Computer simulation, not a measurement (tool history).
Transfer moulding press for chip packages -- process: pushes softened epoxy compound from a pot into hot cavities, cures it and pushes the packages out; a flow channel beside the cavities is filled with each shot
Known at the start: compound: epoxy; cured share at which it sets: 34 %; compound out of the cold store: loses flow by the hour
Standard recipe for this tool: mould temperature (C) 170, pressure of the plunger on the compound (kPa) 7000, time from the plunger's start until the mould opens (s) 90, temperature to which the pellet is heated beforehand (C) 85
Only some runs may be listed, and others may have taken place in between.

run	hour	mould temperature (C)	pressure of the plunger on the compound (kPa)	time from the plunger's start until the mould opens (s)	temperature to which the pellet is heated beforehand (C)	incoming compound's hours out of the cold store	length that the compound runs in the flow channel (mm)	greatest force on the pins that push the packages out (N)
1	0	170	7000	90	85	29.6	809	1154
# hour 14.3: cavities cleaned with cleaning compound and waxed
2	20.7	170	7000	90	85	45.8	741	671
3	35.9	170	7000	90	88	31.4	787	925
4	53.6	170	7000	90	88	46.2	738	1052
5	66.3	170	7000	90	88	11.9	864	1176
# hour 79.1: cavities cleaned with cleaning compound and waxed
6	80.7	170	7000	90	88	17.4	839	615
# hour 87.3: plunger's sealing rings changed
7	103.2	170	5450	90	88	33.7	738	888
8	115.7	170	5450	90	88	26.9	753	1041
9	126.5	170	5450	90	88	18.6	781	1166
10	136.2	170	5450	90	88	30.6	734	1158
# hour 146.8: cavities cleaned with cleaning compound and waxed
11	149.7	172	5450	90	88	34.1	718	531
12	162.7	172	5450	90	88	29	732	747
13	178.6	172	5450	90	88	9.3	803	950
14	196.7	172	5450	90	88	40	685	984
# hour 211.8: cavities cleaned with cleaning compound and waxed
15	216.4	170	6600	102	78	28.8	808	523
16	227.4	170	6600	102	78	15.1	864	695
17	240.9	170	7050	126	85	30.6	820	688
# hour 244.3: mould's thermocouples calibrated
18	254.5	170	7000	90	93	33.5	799	984
19	262.8	168	7810	90	85	11.5	947	1344
# hour 278.5: cavities cleaned with cleaning compound and waxed
20	284	168	7790	90	85	23.5	881	762
21	300.1	176	6060	113	94	16.8	776	635
22	312.1	170	6970	123	85	47	740	745
# hour 320.4: mould's thermocouples calibrated, once more
23	328.4	175	5250	82	92	20	711	1024
24	341.6	175	5250	82	92	45.2	628	964
# hour 345: cavities cleaned with cleaning compound and waxed
25	361.7	168	6570	88	83	39.5	746	1084
26	380.4	170	5740	90	85	43.5	670	1067
# hour 395.7: plunger's sealing rings changed
27	397.8	171	7000	98	85	38.8	814	949
# hour 412.2: cavities cleaned with cleaning compound and waxed
28	412.3	167	5940	89	88	17.4	846	754

Here are 3 independent what-if runs from the current tool condition. What would each one return?
A	422.3	175	5940	70	88	9.5	?	?
B	422.3	167	6200	93	88	13.4	?	?
C	422.3	170	5700	90	87	8.4	?	?

run	length that the compound runs in the flow channel (mm)	greatest force on the pins that push the packages out (N)
A	858	1037
B	879	978
C	853	860
Without the tool's unlogged condition, the same runs would have read:
run	length that the compound runs in the flow channel (mm)	greatest force on the pins that push the packages out (N)
A	866	768
B	888	728
C	861	639
